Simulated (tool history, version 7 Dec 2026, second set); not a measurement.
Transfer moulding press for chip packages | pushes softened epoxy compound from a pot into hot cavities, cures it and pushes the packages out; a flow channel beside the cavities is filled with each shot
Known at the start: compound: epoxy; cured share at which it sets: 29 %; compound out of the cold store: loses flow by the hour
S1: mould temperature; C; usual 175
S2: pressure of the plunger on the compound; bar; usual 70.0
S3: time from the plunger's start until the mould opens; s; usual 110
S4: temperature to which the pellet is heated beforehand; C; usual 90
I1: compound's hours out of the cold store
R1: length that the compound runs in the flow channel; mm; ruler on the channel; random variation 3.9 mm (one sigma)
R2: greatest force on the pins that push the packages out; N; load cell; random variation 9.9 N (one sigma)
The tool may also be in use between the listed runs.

{"run": 1, "hour": 0.0, "S1": 175, "S2": 70.0, "S3": 110, "S4": 90, "I1": 44.6, "R1": 623, "R2": 426}
{"run": 2, "hour": 13.2, "S1": 175, "S2": 70.0, "S3": 110, "S4": 90, "I1": 16.0, "R1": 772, "R2": 457}
{"run": 3, "hour": 31.1, "S1": 175, "S2": 70.0, "S3": 148, "S4": 90, "I1": 33.5, "R1": 682, "R2": 354}
{"run": 4, "hour": 43.2, "S1": 169, "S2": 70.0, "S3": 110, "S4": 90, "I1": 38.0, "R1": 669, "R2": 644}
{"hour": 48.1, "done": "cavities cleaned with cleaning compound and waxed"}
{"run": 5, "hour": 65.5, "S1": 169, "S2": 70.0, "S3": 110, "S4": 90, "I1": 40.5, "R1": 662, "R2": 637}
{"run": 6, "hour": 75.1, "S1": 175, "S2": 70.0, "S3": 110, "S4": 90, "I1": 21.4, "R1": 738, "R2": 446}
{"hour": 96.1, "done": "cavities cleaned with cleaning compound and waxed"}
{"run": 7, "hour": 96.1, "S1": 175, "S2": 70.0, "S3": 138, "S4": 90, "I1": 42.7, "R1": 635, "R2": 353}
{"hour": 107.0, "done": "plunger's sealing rings changed"}
{"run": 8, "hour": 117.8, "S1": 175, "S2": 70.0, "S3": 138, "S4": 90, "I1": 37.2, "R1": 652, "R2": 365}
{"run": 9, "hour": 139.3, "S1": 175, "S2": 70.0, "S3": 138, "S4": 90, "I1": 17.0, "R1": 759, "R2": 391}
{"hour": 146.8, "done": "cavities cleaned with cleaning compound and waxed"}
{"run": 10, "hour": 161.2, "S1": 175, "S2": 70.0, "S3": 138, "S4": 90, "I1": 8.6, "R1": 804, "R2": 371}
{"run": 11, "hour": 174.4, "S1": 175, "S2": 70.0, "S3": 138, "S4": 90, "I1": 41.8, "R1": 631, "R2": 361}
{"hour": 195.4, "done": "cavities cleaned with cleaning compound and waxed"}
{"run": 12, "hour": 196.1, "S1": 175, "S2": 55.5, "S3": 138, "S4": 90, "I1": 11.3, "R1": 704, "R2": 364}
{"run": 13, "hour": 209.4, "S1": 175, "S2": 55.5, "S3": 138, "S4": 90, "I1": 14.0, "R1": 693, "R2": 364}
{"run": 14, "hour": 219.4, "S1": 175, "S2": 55.5, "S3": 138, "S4": 99, "I1": 31.4, "R1": 603, "R2": 362}
{"run": 15, "hour": 233.9, "S1": 175, "S2": 55.8, "S3": 115, "S4": 90, "I1": 29.1, "R1": 620, "R2": 414}
{"hour": 243.3, "done": "cavities cleaned with cleaning compound and waxed"}
{"run": 16, "hour": 250.8, "S1": 175, "S2": 74.5, "S3": 117, "S4": 90, "I1": 37.1, "R1": 679, "R2": 404}
{"run": 17, "hour": 263.7, "S1": 175, "S2": 74.5, "S3": 117, "S4": 90, "I1": 45.4, "R1": 636, "R2": 397}
{"run": 18, "hour": 279.8, "S1": 175, "S2": 74.5, "S3": 117, "S4": 90, "I1": 36.1, "R1": 684, "R2": 401}
{"hour": 292.3, "done": "cavities cleaned with cleaning compound and waxed"}
{"run": 19, "hour": 300.5, "S1": 176, "S2": 70.0, "S3": 110, "S4": 90, "I1": 46.5, "R1": 615, "R2": 414}
{"run": 20, "hour": 316.2, "S1": 177, "S2": 54.4, "S3": 139, "S4": 85, "I1": 9.6, "R1": 702, "R2": 362}
{"run": 21, "hour": 325.8, "S1": 177, "S2": 80.9, "S3": 130, "S4": 96, "I1": 37.6, "R1": 698, "R2": 360}
{"hour": 341.5, "done": "cavities cleaned with cleaning compound and waxed"}
{"run": 22, "hour": 346.1, "S1": 177, "S2": 60.3, "S3": 130, "S4": 96, "I1": 21.9, "R1": 670, "R2": 361}
{"run": 23, "hour": 355.9, "S1": 177, "S2": 60.3, "S3": 130, "S4": 96, "I1": 27.6, "R1": 643, "R2": 351}
{"hour": 367.2, "done": "mould's thermocouples calibrated"}
{"run": 24, "hour": 375.4, "S1": 181, "S2": 52.1, "S3": 129, "S4": 99, "I1": 10.7, "R1": 672, "R2": 346}
{"run": 25, "hour": 387.6, "S1": 180, "S2": 62.7, "S3": 115, "S4": 82, "I1": 19.3, "R1": 699, "R2": 360}

4 ways to go on from here, each from the tool as it stands after run 25. What would each give?
{"hour": 392.6, "done": "cavities cleaned with cleaning compound and waxed"}
{"run": "A", "hour": 405.3, "S1": 175, "S2": 69.9, "S3": 98, "S4": 98, "I1": 32.6, "R1": "?", "R2": "?"}
{"hour": 392.6, "done": "cavities cleaned with cleaning compound and waxed"}
{"run": "B", "hour": 405.3, "S1": 174, "S2": 70.0, "S3": 110, "S4": 90, "I1": 36.9, "R1": "?", "R2": "?"}
{"hour": 392.6, "done": "cavities cleaned with cleaning compound and waxed"}
{"run": "C", "hour": 405.3, "S1": 180, "S2": 64.1, "S3": 115, "S4": 84, "I1": 24.5, "R1": "?", "R2": "?"}
{"hour": 392.6, "done": "cavities cleaned with cleaning compound and waxed"}
{"run": "D", "hour": 405.3, "S1": 172, "S2": 68.6, "S3": 126, "S4": 82, "I1": 36.4, "R1": "?", "R2": "?"}

run=A R1=679 R2=519
run=B R1=658 R2=460
run=C R1=679 R2=368
run=D R1=664 R2=426
Without the tool's hidden state the same runs would have given:
run=A R1=680 R2=517
run=B R1=658 R2=458
run=C R1=680 R2=366
run=D R1=664 R2=425
